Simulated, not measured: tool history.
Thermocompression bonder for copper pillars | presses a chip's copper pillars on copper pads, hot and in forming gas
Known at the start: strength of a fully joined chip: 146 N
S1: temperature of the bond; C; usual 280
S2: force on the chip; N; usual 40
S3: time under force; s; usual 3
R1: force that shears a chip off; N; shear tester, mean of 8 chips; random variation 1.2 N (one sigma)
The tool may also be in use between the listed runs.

Run 1, hour 0.0: usual settings. Result: R1 97.0 N.
At hour 46.9: forming gas filter changed.
Run 2, hour 47.8: usual settings. Result: R1 102.9 N.
Run 3, hour 90.5: usual settings but S3 5 s. Result: R1 114.6 N.
Run 4, hour 128.1: usual settings but S3 5 s. Result: R1 115.4 N.
Run 5, hour 176.8: usual settings but S3 5 s. Result: R1 112.7 N.
Run 6, hour 227.8: usual settings but S1 262 C. Result: R1 76.5 N.
At hour 296.9: forming gas filter changed.
Run 7, hour 301.5: usual settings. Result: R1 101.6 N.
Run 8, hour 358.2: usual settings. Result: R1 100.8 N.
Run 9, hour 419.0: usual settings. Result: R1 99.8 N.
At hour 461.8: heater calibrated with a thermocouple chip.
Run 10, hour 465.1: usual settings. Result: R1 103.2 N.
Run 11, hour 520.9: usual settings. Result: R1 102.2 N.
At hour 546.7: forming gas filter changed.
Run 12, hour 563.5: usual settings. Result: R1 108.3 N.
Run 13, hour 618.0: usual settings but S1 261 C. Result: R1 87.4 N.
Run 14, hour 676.2: usual settings but S1 261 C. Result: R1 83.5 N.
Run 15, hour 709.7: usual settings but S1 261 C. Result: R1 84.6 N.
Run 16, hour 758.0: usual settings but S1 261 C. Result: R1 81.0 N.
Run 17, hour 792.2: usual settings but S1 261 C. Result: R1 80.6 N.
At hour 797.5: forming gas filter changed.
Run 18, hour 857.5: usual settings but S3 7 s. Result: R1 124.0 N.
Run 19, hour 920.7: usual settings but S3 2 s. Result: R1 93.0 N.
Run 20, hour 980.4: usual settings but S3 2 s. Result: R1 92.3 N.
Run 21, hour 1030.2: usual settings but S1 275 C, S2 31 N, S3 2 s. Result: R1 68.2 N.
At hour 1046.2: forming gas filter changed.
Run 22, hour 1082.2: usual settings. Result: R1 105.2 N.
Run 23, hour 1119.7: usual settings. Result: R1 105.7 N.
Run 24, hour 1160.1: usual settings but S1 297 C, S2 50 N. Result: R1 127.7 N.
Run 25, hour 1196.3: usual settings but S1 297 C, S2 50 N. Result: R1 124.2 N.
Run 26, hour 1232.6: usual settings but S1 297 C, S2 50 N. Result: R1 124.2 N.
At hour 1294.6: forming gas filter changed.
Run 27, hour 1294.6: usual settings but S1 297 C, S2 50 N. Result: R1 133.4 N.
Run 28, hour 1334.9: usual settings but S1 307 C, S2 41 N. Result: R1 130.4 N.
Run 29, hour 1389.9: usual settings but S1 278 C, S2 53 N, S3 2 s. Result: R1 111.7 N.
Run 30, hour 1437.6: usual settings but S1 253 C, S2 39 N, S3 2 s. Result: R1 62.9 N.
Run 31, hour 1485.6: usual settings but S1 264 C, S2 55 N, S3 2 s. Result: R1 93.9 N.
At hour 1541.3: forming gas filter changed.
Run 32, hour 1541.3: usual settings but S1 264 C, S2 30 N. Result: R1 71.3 N.
Run 33, hour 1582.2: usual settings but S1 253 C, S2 30 N. Result: R1 58.8 N.
Run 34, hour 1622.2: usual settings but S1 253 C, S2 30 N, S3 2 s. Result: R1 49.1 N.
Run 35, hour 1692.4: usual settings but S1 286 C, S2 25 N. Result: R1 77.3 N.
At hour 1732.2: force cell calibrated.
Run 36, hour 1736.5: usual settings but S1 303 C, S2 25 N. Result: R1 85.4 N.
At hour 1792.9: forming gas filter changed.
Run 37, hour 1808.6: usual settings but S1 262 C, S2 32 N, S3 4 s. Result: R1 73.6 N.
Run 38, hour 1861.6: usual settings but S1 289 C, S2 46 N, S3 4 s. Result: R1 118.2 N.

Forecast each of these 3 alternatives for the next run:
Run A, hour 1935.2: usual settings but S1 265 C, S2 51 N, S3 6 s. Result: R1 ?.
Run B, hour 1935.2: usual settings but S2 45 N, S3 5 s. Result: R1 ?.
Run C, hour 1935.2: usual settings but S1 289 C, S2 25 N, S3 9 s. Result: R1 ?.

run     R1
  A  112.7
  B  114.4
  C  100.7
Without the tool's hidden state the same runs would have given:
run     R1
  A  126.0
  B  127.1
  C  113.7

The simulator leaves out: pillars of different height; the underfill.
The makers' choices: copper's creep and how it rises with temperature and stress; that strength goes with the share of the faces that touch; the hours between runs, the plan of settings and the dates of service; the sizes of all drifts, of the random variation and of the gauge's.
